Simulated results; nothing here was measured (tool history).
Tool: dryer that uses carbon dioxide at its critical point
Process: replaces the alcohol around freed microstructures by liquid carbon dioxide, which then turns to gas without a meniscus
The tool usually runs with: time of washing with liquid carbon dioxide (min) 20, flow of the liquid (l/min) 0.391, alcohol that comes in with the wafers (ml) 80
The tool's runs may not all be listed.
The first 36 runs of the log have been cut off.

run    hour  time of washing with liquid carbon dioxide (min)  flow of the liquid (l/min)  alcohol that comes in with the wafers (ml)  hours of work since the filter was changed  hours of work since the purifier's bed was changed  alcohol left in the vessel before it's heated (ppm by volume)
 37  1708.6                                                19                       0.482                                          62                                         188                                                 927                                                            184
 38  1741.6                                                19                       0.482                                          62                                         204                                                 942                                                            176
 39  1777.7                                                15                       0.482                                          82                                         220                                                 958                                                            351
 40  1812.2                                                15                       0.482                                          21                                         236                                                 974                                                            210
 41  1856.8                                                14                         0.3                                          23                                         256                                                 994                                                            831
     1864.8  -- purifier's bed changed
 42  1898.3                                                20                       0.391                                          24                                         274                                                  15                                                             42
       1903  -- inlet filter changed
 43  1951.9                                                20                       0.391                                          24                                          22                                                  39                                                             29
 44  1995.7                                                20                       0.391                                          24                                          43                                                  60                                                             47
 45  2025.5                                                20                       0.548                                          67                                          56                                                  73                                                             23
 46  2058.9                                                18                       0.391                                          80                                          71                                                  89                                                            204
 47  2090.1                                                18                       0.391                                          80                                          86                                                 103                                                            218

Here are 4 independent what-if runs from the current tool condition. What would each one return?
  A  2123.1                                                25                       0.659                                          80                                         101                                                 118                                                              ?
  B  2123.1                                                20                       0.409                                          80                                         101                                                 118                                                              ?
  C  2123.1                                                14                       0.441                                          80                                         101                                                 118                                                              ?
  D  2123.1                                                18                       0.558                                          80                                         101                                                 118                                                              ?

run  alcohol left in the vessel before it's heated (ppm by volume)
  A                                                             16
  B                                                             98
  C                                                            421
  D                                                             33
With no hidden state in the tool, these same runs would have given:
run  alcohol left in the vessel before it's heated (ppm by volume)
  A                                                              0
  B                                                             68
  C                                                            356
  D                                                             12
